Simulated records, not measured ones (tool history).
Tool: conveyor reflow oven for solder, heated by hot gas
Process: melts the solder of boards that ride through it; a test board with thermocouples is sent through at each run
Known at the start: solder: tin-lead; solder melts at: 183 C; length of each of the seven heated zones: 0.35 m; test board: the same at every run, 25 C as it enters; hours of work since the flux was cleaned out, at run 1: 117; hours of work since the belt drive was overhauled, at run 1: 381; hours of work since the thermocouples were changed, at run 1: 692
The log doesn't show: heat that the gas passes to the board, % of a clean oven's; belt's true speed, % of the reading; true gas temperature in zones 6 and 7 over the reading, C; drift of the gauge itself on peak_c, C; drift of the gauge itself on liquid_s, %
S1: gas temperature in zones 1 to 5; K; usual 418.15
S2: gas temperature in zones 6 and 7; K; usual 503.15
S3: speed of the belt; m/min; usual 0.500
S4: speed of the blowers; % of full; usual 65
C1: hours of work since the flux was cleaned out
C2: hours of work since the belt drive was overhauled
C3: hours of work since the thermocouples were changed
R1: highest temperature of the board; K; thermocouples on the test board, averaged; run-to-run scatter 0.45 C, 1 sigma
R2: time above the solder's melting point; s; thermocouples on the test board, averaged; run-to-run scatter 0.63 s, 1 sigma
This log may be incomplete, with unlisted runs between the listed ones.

run,day,S1,S2,S3,S4,C1,C2,C3,R1,R2
1,0.000,418.15,503.15,0.500,65,117,381,692,489.75,65.5
2,1.446,418.15,503.15,0.500,65,141,405,716,488.65,65.0
# day 4.125: flux residue cleaned out of gas plates and filters
3,4.396,418.15,503.15,0.500,65,4,450,761,489.85,65.0
4,5.992,418.15,503.15,0.500,65,31,477,788,487.95,65.6
5,7.671,418.15,499.15,0.500,65,58,504,815,484.85,61.3
6,9.075,418.15,499.15,0.500,65,82,527,838,484.95,61.4
7,11.729,418.15,503.15,0.500,63,125,571,882,488.35,63.6
8,13.096,418.15,503.15,0.500,63,148,594,905,488.35,64.2
# day 15.238: flux residue cleaned out of gas plates and filters
9,15.238,418.15,503.15,0.500,63,0,626,936,488.75,64.5
10,16.512,418.15,507.15,0.500,65,21,646,957,492.65,67.2
11,18.483,417.15,507.15,0.500,59,53,679,990,491.05,65.9
12,20.967,417.15,511.15,0.479,82,94,720,1031,499.75,77.2
13,23.654,406.15,502.15,0.419,59,139,764,1075,490.15,74.2
14,25.550,406.15,494.15,0.495,59,170,795,1106,478.65,49.3
# day 26.421: flux residue cleaned out of gas plates and filters
15,28.696,406.15,494.15,0.495,59,37,844,1155,478.45,48.3
# day 30.538: thermocouples of zones 6 and 7 changed
16,31.504,406.15,494.15,0.495,59,82,889,16,477.35,48.5

Predict each of these 4 candidate next runs independently; none follows another, all start after run 16:
A,32.921,406.15,510.15,0.495,57,106,912,39,?,?
B,32.921,420.15,517.15,0.546,65,106,912,39,?,?
C,32.921,427.15,494.15,0.495,52,106,912,39,?,?
D,32.921,422.15,497.15,0.596,65,106,912,39,?,?

run,R1,R2
A,491.35,63.3
B,498.35,66.4
C,480.55,60.7
D,478.35,47.2
Stripped of hidden state, with their random variation kept, the same runs would have yielded:
run,R1,R2
A,491.35,63.2
B,498.35,66.3
C,480.55,60.6
D,478.35,47.1
